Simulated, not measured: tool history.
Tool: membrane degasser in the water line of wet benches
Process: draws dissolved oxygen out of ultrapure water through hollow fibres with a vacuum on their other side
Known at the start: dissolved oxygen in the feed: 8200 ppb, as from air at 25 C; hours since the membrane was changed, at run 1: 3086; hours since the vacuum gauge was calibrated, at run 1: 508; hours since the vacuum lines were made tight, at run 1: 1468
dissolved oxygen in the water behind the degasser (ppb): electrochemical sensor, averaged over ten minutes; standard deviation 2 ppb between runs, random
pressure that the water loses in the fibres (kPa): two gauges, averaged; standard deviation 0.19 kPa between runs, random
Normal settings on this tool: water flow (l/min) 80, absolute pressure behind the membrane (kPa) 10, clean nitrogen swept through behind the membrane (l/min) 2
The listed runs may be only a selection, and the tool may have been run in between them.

| run | day | water flow (l/min) | absolute pressure behind the membrane (kPa) | clean nitrogen swept through behind the membrane (l/min) | hours since the membrane was changed | hours since the vacuum gauge was calibrated | hours since the vacuum lines were made tight | dissolved oxygen in the water behind the degasser (ppb) | pressure that the water loses in the fibres (kPa) |
|---|---|---|---|---|---|---|---|---|---|
| 1 | 0 | 80 | 10 | 2 | 3086 | 508 | 1468 | 525.7 | 38.77 |
| 2 | 3.133 | 80 | 10 | 2 | 3161 | 583 | 1543 | 529.7 | 39.15 |
| 3 | 6.867 | 115 | 10 | 2 | 3251 | 673 | 1633 | 704.9 | 56 |
| 4 | 10.1 | 115 | 10 | 2 | 3328 | 750 | 1710 | 700 | 55.77 |
| 5 | 13.988 | 115 | 10 | 3.96 | 3421 | 844 | 1803 | 431.3 | 56.16 |
| 6 | 18.292 | 115 | 10 | 3.96 | 3525 | 947 | 1907 | 431.6 | 56.11 |
| 7 | 23.846 | 124 | 10 | 2 | 3658 | 1080 | 2040 | 751.5 | 60.58 |
| 8 | 28.129 | 124 | 10 | 2 | 3761 | 1183 | 2143 | 752.7 | 60.44 |
| 9 | 32.871 | 124 | 10 | 2 | 3875 | 1297 | 2257 | 752.8 | 60.32 |
| 10 | 37.304 | 124 | 10 | 2 | 3981 | 1403 | 2363 | 751.5 | 61.01 |
| 11 | 41.246 | 124 | 10 | 1.78 | 4076 | 1498 | 2458 | 810.5 | 60.7 |
| 12 | 43.988 | 124 | 10 | 1.78 | 4141 | 1564 | 2523 | 810.3 | 60.59 |
| 13 | 49.408 | 80 | 10 | 2 | 4272 | 1694 | 2654 | 525.9 | 39.52 |
| 14 | 54.296 | 80 | 10 | 2 | 4389 | 1811 | 2771 | 523.2 | 39.16 |
| 15 | 57.996 | 68 | 10 | 2 | 4478 | 1900 | 2860 | 463.8 | 33.63 |
| 16 | 61.721 | 68 | 10 | 2 | 4567 | 1989 | 2949 | 462.4 | 33.5 |
| 17 | 64.512 | 49 | 10 | 2 | 4634 | 2056 | 3016 | 352.4 | 23.68 |
| 18 | 68.954 | 49 | 10 | 2 | 4741 | 2163 | 3123 | 351.8 | 23.88 |
| 19 | 71.871 | 49 | 10 | 2 | 4811 | 2233 | 3193 | 354.8 | 23.93 |
| 20 | 74.679 | 87 | 10 | 1.12 | 4878 | 2300 | 3260 | 837.7 | 42.61 |
| 21 | 78.317 | 91 | 8.7 | 1.03 | 4965 | 2388 | 3347 | 755.4 | 45.13 |
| 22 | 80.85 | 64 | 8.7 | 3.53 | 5026 | 2448 | 3408 | 226.8 | 31.27 |
| 23 | 84.921 | 84 | 10 | 3.48 | 5124 | 2546 | 3506 | 356.7 | 41.48 |
| 24 | 90.4 | 80 | 7.3 | 5.53 | 5255 | 2678 | 3637 | 144.1 | 39.41 |
| 25 | 96.054 | 80 | 7.3 | 5.53 | 5391 | 2813 | 3773 | 144.8 | 39.28 |
| 26 | 98.821 | 82 | 6.4 | 5.53 | 5457 | 2880 | 3839 | 118.5 | 40.08 |
| 27 | 102.979 | 80 | 6.3 | 4.14 | 5557 | 2979 | 3939 | 143.9 | 39.46 |
| 28 | 105.312 | 109 | 21.1 | 2.64 | 5613 | 3035 | 3995 | 1310.1 | 53.82 |
| 29 | 109.612 | 68 | 21.2 | 2.64 | 5716 | 3139 | 4098 | 910.3 | 33.7 |
| 30 | 114.188 | 68 | 21.2 | 2.64 | 5826 | 3248 | 4208 | 908.1 | 33.77 |
| 31 | 119.762 | 68 | 21.2 | 4.4 | 5960 | 3382 | 4342 | 601.2 | 33.26 |

Some steps in dissolved oxygen in the water behind the degasser (ppb) between neighbouring runs. How much of each would the tool show without its hidden state too (settings, what came in, random variation), and how much is left for the hidden state, with any gauge scatter that isn't in both results?
The hidden state here: membrane still open, %; true pressure behind the membrane over the reading, kPa; air that leaks in behind the membrane, l/min; drift of the gauge itself on oxygen_ppb, %; drift of the gauge itself on loss_of_pressure_kpa, %.
Run 19 -> 20: water flow (l/min) 49 -> 87, clean nitrogen swept through behind the membrane (l/min) 2 -> 1.12. dissolved oxygen in the water behind the degasser (ppb) +482.9: hidden state +4.2, all else +478.7.
Run 21 -> 22: water flow (l/min) 91 -> 64, clean nitrogen swept through behind the membrane (l/min) 1.03 -> 3.53. dissolved oxygen in the water behind the degasser (ppb) -528.6: hidden state -5.7, all else -522.9.
Run 27 -> 28: water flow (l/min) 80 -> 109, absolute pressure behind the membrane (kPa) 6.3 -> 21.1, clean nitrogen swept through behind the membrane (l/min) 4.14 -> 2.64. dissolved oxygen in the water behind the degasser (ppb) +1166.2: hidden state +3.6, all else +1162.6.

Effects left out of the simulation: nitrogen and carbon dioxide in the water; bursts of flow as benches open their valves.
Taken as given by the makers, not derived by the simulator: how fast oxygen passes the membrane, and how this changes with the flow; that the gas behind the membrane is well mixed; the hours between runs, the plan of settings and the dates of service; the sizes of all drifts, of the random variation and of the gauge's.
